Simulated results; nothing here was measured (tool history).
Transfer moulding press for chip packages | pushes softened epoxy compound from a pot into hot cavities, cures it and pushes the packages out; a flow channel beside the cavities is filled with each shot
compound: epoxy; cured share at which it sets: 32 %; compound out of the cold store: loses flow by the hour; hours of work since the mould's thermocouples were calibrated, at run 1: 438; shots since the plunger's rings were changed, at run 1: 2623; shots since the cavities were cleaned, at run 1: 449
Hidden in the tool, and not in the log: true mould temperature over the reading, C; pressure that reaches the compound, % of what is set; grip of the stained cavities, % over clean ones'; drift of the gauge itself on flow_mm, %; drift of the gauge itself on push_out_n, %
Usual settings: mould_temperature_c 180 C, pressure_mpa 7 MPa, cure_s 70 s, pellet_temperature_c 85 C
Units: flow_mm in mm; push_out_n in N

run    hour  mould_temperature_c  pressure_mpa  cure_s  pellet_temperature_c  hours of work since the mould's thermocouples were calibrated  shots since the plunger's rings were changed  shots since the cavities were cleaned  incoming compound's hours out of the cold store  flow_mm  push_out_n
  1       0                  180             7      70                    85                                                            438                                          2623                                    449                                             16.3      961         735
        9.5  -- cavities cleaned with cleaning compound and waxed
       46.2  -- cavities cleaned with cleaning compound and waxed
  2      51                  180             7      70                    85                                                            475                                          3430                                     81                                             40.4      816         565
       83.3  -- cavities cleaned with cleaning compound and waxed
  3    97.5                  182             7      70                    85                                                            509                                          4187                                    240                                             16.5      918         569
      118.3  -- cavities cleaned with cleaning compound and waxed
  4   145.2                  180             7      70                    85                                                            544                                          4964                                    453                                              8.9      961         694
      157.7  -- cavities cleaned with cleaning compound and waxed
      165.9  -- mould's thermocouples calibrated
  5   191.2                  180             7      70                    85                                                             19                                          5678                                    529                                             23.1      875         745
      197.5  -- cavities cleaned with cleaning compound and waxed
      226.2  -- plunger's sealing rings changed
  6   230.3                  180             7      70                    85                                                             46                                            69                                    510                                             31.6      908         712
      236.7  -- cavities cleaned with cleaning compound and waxed
      273.7  -- cavities cleaned with cleaning compound and waxed
  7   293.9                  180             7      70                    85                                                             92                                          1087                                    340                                             30.2      908         653
      308.2  -- cavities cleaned with cleaning compound and waxed
  8   329.6                  180             7      70                    85                                                            118                                          1663                                    360                                              8.8     1013         734
      342.5  -- cavities cleaned with cleaning compound and waxed
      379.7  -- cavities cleaned with cleaning compound and waxed
  9   386.9                  180          7.42      70                    85                                                            159                                          2574                                    120                                             30.2      913         611
      414.8  -- cavities cleaned with cleaning compound and waxed
      448.7  -- cavities cleaned with cleaning compound and waxed
 10   448.7                  180          7.42      52                    85                                                            204                                          3564                                      0                                             21.6      953        1348
 11   480.6                  180             7      70                    85                                                            228                                          4099                                    535                                             14.5      961         749
      486.6  -- cavities cleaned with cleaning compound and waxed
      523.9  -- cavities cleaned with cleaning compound and waxed
 12   534.2                  180             7      70                    88                                                            267                                          4950                                    173                                              9.5      953         671
      557.8  -- cavities cleaned with cleaning compound and waxed
      592.7  -- cavities cleaned with cleaning compound and waxed
 13   603.6                  180             7      52                    85                                                            317                                          6067                                    184                                             28.6      847        1402
      617.6  -- plunger's sealing rings changed
      631.9  -- cavities cleaned with cleaning compound and waxed
 14   647.1                  180          8.37      52                    91                                                            347                                           470                                    256                                             27.6     1010        1431
      665.9  -- cavities cleaned with cleaning compound and waxed
      701.1  -- cavities cleaned with cleaning compound and waxed
 15   722.6                  180          5.24      91                    85                                                            402                                          1689                                    362                                             40.3      721         489
      735.9  -- cavities cleaned with cleaning compound and waxed
      770.2  -- cavities cleaned with cleaning compound and waxed
 16     780                  180          5.64      82                    85                                                            444                                          2603                                    164                                             17.7      841         493
      805.7  -- cavities cleaned with cleaning compound and waxed
      844.1  -- cavities cleaned with cleaning compound and waxed
 17   856.1                  180             7      94                    77                                                            499                                          3833                                    202                                             27.4      870         449
      879.8  -- cavities cleaned with cleaning compound and waxed
 18   900.7                  180             7      94                    77                                                            532                                          4557                                    351                                             12.9      931         487
      916.9  -- cavities cleaned with cleaning compound and waxed
      938.2  -- mould's thermocouples calibrated
      952.9  -- cavities cleaned with cleaning compound and waxed
 19   958.4                  180          8.12      77                    77                                                             14                                          5443                                     92                                             43.3      860         507
      987.8  -- cavities cleaned with cleaning compound and waxed
     1008.1  -- plunger's sealing rings changed
     1025.8  -- cavities cleaned with cleaning compound and waxed
 20  1025.8                  181          6.55      55                    92                                                             61                                           273                                      0                                             38.2      829         955
     1061.3  -- cavities cleaned with cleaning compound and waxed
 21  1091.9                  175             7      74                    85                                                            110                                          1358                                    515                                              8.5     1033         977
     1098.8  -- cavities cleaned with cleaning compound and waxed
     1138.8  -- cavities cleaned with cleaning compound and waxed
 22    1144                  180          6.96      70                    85                                                            148                                          2184                                     88                                             15.8      959         607
     1174.9  -- cavities cleaned with cleaning compound and waxed
 23  1185.4                  180          6.96      70                    85                                                            178                                          2855                                    177                                             31.2      871         641
       1210  -- cavities cleaned with cleaning compound and waxed
     1244.5  -- cavities cleaned with cleaning compound and waxed
 24  1253.4                  180          6.96      70                    85                                                            227                                          3947                                    150                                             22.3      900         651

5 ways to go on from here, each from the tool as it stands after run 24. What would each give?
     1284.2  -- cavities cleaned with cleaning compound and waxed
  A  1301.9                  176          8.29      70                    93                                                            263                                          4737                                    298                                             32.3        ?           ?
     1284.2  -- cavities cleaned with cleaning compound and waxed
  B  1301.9                  182             7      86                    90                                                            263                                          4737                                    298                                             31.7        ?           ?
     1284.2  -- cavities cleaned with cleaning compound and waxed
  C  1301.9                  183          5.39      70                    75                                                            263                                          4737                                    298                                             11.8        ?           ?
     1284.2  -- cavities cleaned with cleaning compound and waxed
  D  1301.9                  180          8.51      70                    85                                                            263                                          4737                                    298                                             18.3        ?           ?
     1284.2  -- cavities cleaned with cleaning compound and waxed
  E  1301.9                  180          6.96      70                    89                                                            263                                          4737                                    298                                             24.2        ?           ?

run  flow_mm  push_out_n
  A      926         815
  B      837         471
  C      817         623
  D     1004         696
  E      883         668
Without the tool's hidden state the same runs would have given:
run  flow_mm  push_out_n
  A      992         691
  B      896         395
  C      875         526
  D     1076         589
  E      946         565
